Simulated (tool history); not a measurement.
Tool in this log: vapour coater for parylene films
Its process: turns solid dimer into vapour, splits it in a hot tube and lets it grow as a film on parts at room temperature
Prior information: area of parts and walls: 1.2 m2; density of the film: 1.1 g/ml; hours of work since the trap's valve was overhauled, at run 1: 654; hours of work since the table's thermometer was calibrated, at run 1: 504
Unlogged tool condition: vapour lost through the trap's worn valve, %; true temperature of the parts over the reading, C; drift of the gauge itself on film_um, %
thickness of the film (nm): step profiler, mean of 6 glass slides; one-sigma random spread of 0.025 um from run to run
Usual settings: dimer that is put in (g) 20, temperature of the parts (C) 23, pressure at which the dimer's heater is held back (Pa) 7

run    hour  dimer that is put in (g)  temperature of the parts (C)  pressure at which the dimer's heater is held back (Pa)  hours of work since the trap's valve was overhauled  hours of work since the table's thermometer was calibrated  thickness of the film (nm)
  1       0                        20                            23                                                       7                                                  654                                                         504                        6430
       36.7  -- trap's valve overhauled
  2    68.6                        20                            20                                                       7                                                   23                                                         550                        7030
  3   146.3                        20                            20                                                       7                                                   79                                                         606                        6990
  4   221.7                        20                            20                                                       7                                                  133                                                         660                        7010
  5   268.8                        20                            20                                                       7                                                  167                                                         694                        7090
  6   309.8                        20                            20                                                       7                                                  197                                                         724                        6990
  7   374.4                        20                            20                                                       7                                                  243                                                         771                        6990
  8   451.7                        20                            20                                                       7                                                  299                                                         826                        6920
  9     531                        10                            23                                                       7                                                  356                                                         883                        3290
 10   586.8                        10                            23                                                       7                                                  396                                                         924                        3280
 11   670.4                        20                            23                                                       7                                                  457                                                         984                        6540
 12   736.3                        20                            23                                                       7                                                  504                                                        1031                        6590
 13   807.2                        20                            30                                                       7                                                  555                                                        1083                        5820
 14   865.8                        20                            23                                                       7                                                  598                                                        1125                        6540
 15   903.6                        32                            23                                                    6.04                                                  625                                                        1152                       10560
      915.1  -- table's thermometer calibrated
      978.5  -- trap's valve overhauled
 16   987.9                        27                            29                                                    6.04                                                    7                                                          50                        8280
 17  1032.8                        26                            20                                                       7                                                   39                                                          82                        9090
 18  1097.9                        21                            20                                                       7                                                   86                                                         129                        7360
 19  1145.1                        13                            20                                                     4.4                                                  120                                                         163                        4800
 20  1201.3                        13                            20                                                     4.4                                                  161                                                         203                        4760
 21  1281.7                        13                            20                                                     4.4                                                  219                                                         261                        4730
 22  1322.5                        10                            28                                                    4.81                                                  248                                                         291                        3160
 23  1362.1                        10                            28                                                    4.81                                                  276                                                         319                        3150
 24  1445.3                        14                            28                                                    4.81                                                  336                                                         379                        4400
 25  1528.9                        20                            31                                                    4.81                                                  397                                                         440                        5950
 26  1584.6                        20                            31                                                    4.81                                                  437                                                         480                        5980
 27  1636.2                        31                            19                                                   11.42                                                  474                                                         517                       10160

3 options for the next run, each taken on its own from the tool as it stands now. Forecast them:
  A  1672.3                        20                            21                                                    5.65                                                  500                                                         543                           ?
  B  1672.3                        20                            17                                                       7                                                  500                                                         543                           ?
  C  1672.3                        13                            26                                                   11.42                                                  500                                                         543                           ?

run  thickness of the film (nm)
  A                        6900
  B                        7160
  C                        3790
With the hidden condition removed and each run's random variation left untouched, the same runs would have given:
run  thickness of the film (nm)
  A                        7090
  B                        7360
  C                        3900

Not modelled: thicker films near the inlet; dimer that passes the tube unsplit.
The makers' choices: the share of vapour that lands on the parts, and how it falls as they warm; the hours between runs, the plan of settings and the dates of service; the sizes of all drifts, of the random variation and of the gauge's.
